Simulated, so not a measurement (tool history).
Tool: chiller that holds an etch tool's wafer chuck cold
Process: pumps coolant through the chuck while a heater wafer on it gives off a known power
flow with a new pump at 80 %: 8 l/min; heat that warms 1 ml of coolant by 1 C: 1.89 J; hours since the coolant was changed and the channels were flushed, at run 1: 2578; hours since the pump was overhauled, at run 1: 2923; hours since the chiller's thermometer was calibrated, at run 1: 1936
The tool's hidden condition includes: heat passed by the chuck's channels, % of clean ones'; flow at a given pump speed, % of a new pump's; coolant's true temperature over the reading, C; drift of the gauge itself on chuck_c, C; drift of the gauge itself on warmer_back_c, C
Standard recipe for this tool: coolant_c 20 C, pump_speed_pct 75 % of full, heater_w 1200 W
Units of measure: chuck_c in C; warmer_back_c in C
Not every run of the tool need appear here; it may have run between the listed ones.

run    hour  coolant_c  pump_speed_pct  heater_w  hours since the coolant was changed and the channels were flushed  hours since the pump was overhauled  hours since the chiller's thermometer was calibrated  chuck_c  warmer_back_c
  1       0         20              75      1200                                                               2578                                 2923                                                  1936     33.3           5.63
  2    79.7         20              75      1200                                                               2657                                 3003                                                  2016     33.5           5.56
  3   122.5         20              75      1200                                                               2700                                 3046                                                  2059     33.7            5.6
  4   200.7         20              75      1200                                                               2778                                 3124                                                  2137     33.6            5.6
  5   243.8         20              86      1200                                                               2821                                 3167                                                  2180     31.9           4.88
  6   291.1         20              86      1200                                                               2869                                 3214                                                  2227     32.1           4.88
  7   364.1         20              86      1200                                                               2942                                 3287                                                  2300     32.1           4.94
  8   410.9         25              75      1200                                                               2989                                 3334                                                  2347     38.8           5.65
  9   449.5         25              75      1200                                                               3027                                 3373                                                  2386     38.7           5.71
 10   485.5         25              75      1200                                                               3063                                 3409                                                  2422     38.9            5.7
 11   527.8         25              75      1200                                                               3105                                 3451                                                  2464     38.9           5.69
 12   575.1         20              75      1200                                                               3153                                 3498                                                  2511     33.8           5.71
 13   652.4         20              75      1200                                                               3230                                 3576                                                  2589       34           5.63
 14   721.3         20              75      1200                                                               3299                                 3644                                                  2657     33.7           5.68
 15   760.6         20              75      1200                                                               3338                                 3684                                                  2697     34.1           5.72
 16   828.3         20              75      1200                                                               3406                                 3751                                                  2764     34.1           5.69
      875.4  -- chiller's thermometer calibrated
 17   875.4         28              60      1200                                                               3452                                 3797                                                     0     45.9           7.23
 18   916.1         28              60       939                                                               3493                                 3838                                                    41     41.9           5.66
 19     960         28              95       939                                                               3537                                 3882                                                    85     37.3           3.53
 20  1027.9         28              95       939                                                               3605                                 3950                                                   153     37.3           3.51
 21  1078.7         10              95       939                                                               3655                                 4001                                                   203     19.4           3.59
 22  1150.3         30              75       780                                                               3727                                 4072                                                   275     39.8           3.77
 23  1192.4         27              91      1624                                                               3769                                 4115                                                   317     44.1            6.4
 24  1264.7         17              75       604                                                               3841                                 4187                                                   389     24.6           2.95
 25  1338.8         17              75       604                                                               3915                                 4261                                                   463     24.6           2.97
 26  1386.8         17              62       604                                                               3963                                 4309                                                   511     25.8           3.59
 27  1432.5         17              62       604                                                               4009                                 4355                                                   557     25.8           3.55
 28  1515.3         11              89      1766                                                               4092                                 4437                                                   640     30.3           7.22
 29  1562.4         26              72       737                                                               4139                                 4484                                                   687     35.6           3.76
 30  1634.1         26              72       737                                                               4211                                 4556                                                   759     35.8           3.81
 31  1701.6         13              74       887                                                               4278                                 4624                                                   826     24.4           4.43

The same runs without the tool's hidden state, with the same run-to-run variation:
run  chuck_c  warmer_back_c
  1     31.5           5.13
  2     31.6           5.04
  3     31.7           5.07
  4     31.6           5.06
  5     30.2           4.41
  6     30.3            4.4
  7     30.3           4.44
  8     36.6           5.07
  9     36.5           5.13
 10     36.7           5.11
 11     36.6           5.09
 12     31.5            5.1
 13     31.7           5.01
 14     31.3           5.05
 15     31.6           5.08
 16     31.7           5.03
 17     42.1           6.39
 18       39           4.99
 19     35.3           3.12
 20     35.3           3.09
 21     17.3           3.16
 22     37.7            3.3
 23     40.3            5.6
 24     22.9           2.58
 25     22.9           2.59
 26     23.8           3.13
 27     23.8           3.08
 28     25.6           6.26
 29     33.3           3.25
 30     33.5           3.29
 31     21.6           3.81
